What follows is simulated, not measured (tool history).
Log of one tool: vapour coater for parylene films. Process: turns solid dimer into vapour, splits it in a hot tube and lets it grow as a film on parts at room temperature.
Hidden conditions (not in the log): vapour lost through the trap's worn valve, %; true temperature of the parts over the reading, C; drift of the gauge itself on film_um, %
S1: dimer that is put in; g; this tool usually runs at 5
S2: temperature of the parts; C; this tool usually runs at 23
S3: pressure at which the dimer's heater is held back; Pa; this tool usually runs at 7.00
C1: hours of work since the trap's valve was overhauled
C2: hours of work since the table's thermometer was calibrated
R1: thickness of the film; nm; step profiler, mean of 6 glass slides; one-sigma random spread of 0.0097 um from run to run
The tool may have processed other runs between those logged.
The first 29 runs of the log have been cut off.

run 30 hour=1308.3 | S1=3 S2=23 S3=8.10 | C1=336 C2=1531 | R1=2204
run 31 hour=1359.1 | S1=3 S2=32 S3=6.95 | C1=380 C2=1575 | R1=1869
run 32 hour=1400.2 | S1=3 S2=32 S3=6.95 | C1=416 C2=1611 | R1=1867
run 33 hour=1457.0 | S1=3 S2=32 S3=6.95 | C1=465 C2=1660 | R1=1867
run 34 hour=1483.5 | S1=5 S2=25 S3=4.41 | C1=488 C2=1683 | R1=3909
-- hour=1504.8 table's thermometer calibrated
run 35 hour=1541.7 | S1=6 S2=35 S3=5.24 | C1=538 C2=32 | R1=3688
run 36 hour=1597.2 | S1=9 S2=28 S3=4.49 | C1=586 C2=80 | R1=6569
run 37 hour=1636.4 | S1=9 S2=28 S3=4.49 | C1=620 C2=114 | R1=6541
-- hour=1655.6 trap's valve overhauled
run 38 hour=1668.7 | S1=8 S2=33 S3=4.49 | C1=11 C2=139 | R1=5272
run 39 hour=1704.0 | S1=7 S2=16 S3=7.00 | C1=42 C2=170 | R1=6082
run 40 hour=1769.2 | S1=7 S2=34 S3=7.00 | C1=99 C2=227 | R1=4182
run 41 hour=1832.1 | S1=7 S2=34 S3=7.00 | C1=154 C2=281 | R1=4186
run 42 hour=1861.9 | S1=7 S2=34 S3=7.00 | C1=179 C2=307 | R1=4175
run 43 hour=1908.1 | S1=7 S2=27 S3=10.06 | C1=220 C2=347 | R1=4569
run 44 hour=1937.8 | S1=7 S2=24 S3=3.03 | C1=246 C2=373 | R1=5961
run 45 hour=1995.3 | S1=8 S2=24 S3=2.01 | C1=296 C2=423 | R1=7278
run 46 hour=2046.1 | S1=8 S2=24 S3=2.01 | C1=340 C2=468 | R1=7302

Alternative continuations, all from the tool just after run 46; predict every row:
run A hour=2081.4 | S1=5 S2=27 S3=2.86 | C1=370 C2=498 | R1=?
run B hour=2081.4 | S1=7 S2=34 S3=11.12 | C1=370 C2=498 | R1=?
run C hour=2081.4 | S1=4 S2=21 S3=2.39 | C1=370 C2=498 | R1=?
run D hour=2081.4 | S1=8 S2=24 S3=2.01 | C1=370 C2=498 | R1=?

run=A R1=4018
run=B R1=3840
run=C R1=3770
run=D R1=7283
Stripped of hidden state, with their random variation kept, the same runs would have yielded:
run=A R1=4026
run=B R1=3847
run=C R1=3778
run=D R1=7298

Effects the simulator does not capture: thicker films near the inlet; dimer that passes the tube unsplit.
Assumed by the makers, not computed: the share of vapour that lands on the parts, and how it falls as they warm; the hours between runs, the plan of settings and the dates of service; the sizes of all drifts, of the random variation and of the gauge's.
